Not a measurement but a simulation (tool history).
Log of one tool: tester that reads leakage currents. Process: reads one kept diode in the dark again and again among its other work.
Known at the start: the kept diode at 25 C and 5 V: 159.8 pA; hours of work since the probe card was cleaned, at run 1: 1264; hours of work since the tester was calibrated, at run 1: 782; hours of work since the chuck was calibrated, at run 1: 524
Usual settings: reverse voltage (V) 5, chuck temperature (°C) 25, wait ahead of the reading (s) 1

run,hour,reverse voltage (V),chuck temperature (°C),wait ahead of the reading (s),hours of work since the probe card was cleaned,hours of work since the tester was calibrated,hours of work since the chuck was calibrated,current that the tester gives (pA)
1,0,5,25,1,1264,782,524,161.56
2,17.7,5,22,1,1277,796,538,123.73
3,40,5,25,0.78,1294,812,554,161.25
4,53.9,5,25,0.78,1305,823,565,161.14
5,69.1,5,25,0.35,1316,834,576,163.38
6,95.6,5,25,0.35,1336,854,596,162.92
7,115.1,1.97,25,0.35,1351,869,611,108.08
8,130.4,1.97,25,0.35,1363,881,623,108.1
9,151.5,1.97,25,0.35,1378,897,639,108.25
# hour 166.8: probe card cleaned and baked
10,175.7,1.12,26,2.41,7,913,655,92.04
11,192,5.92,59,1,19,925,667,2462.84
12,220.4,2.79,59,1,40,946,688,1774.15
13,236.1,2.79,59,1,52,958,700,1776.51
14,267.1,3.84,24,4.88,76,982,724,130.73
15,295.2,1.98,25,1,97,1003,745,107.34

Forecast each of these 3 alternatives for the next run:
A,315.5,1.36,42,1,112,1018,760,?
B,315.5,5,25,3.6,112,1018,760,?
C,315.5,2.33,34,2.69,112,1018,760,?

run,current that the tester gives (pA)
A,370.51
B,160.02
C,245.16
Without the tool's hidden state the same runs would have given:
run,current that the tester gives (pA)
A,370.3
B,159.92
C,245.01

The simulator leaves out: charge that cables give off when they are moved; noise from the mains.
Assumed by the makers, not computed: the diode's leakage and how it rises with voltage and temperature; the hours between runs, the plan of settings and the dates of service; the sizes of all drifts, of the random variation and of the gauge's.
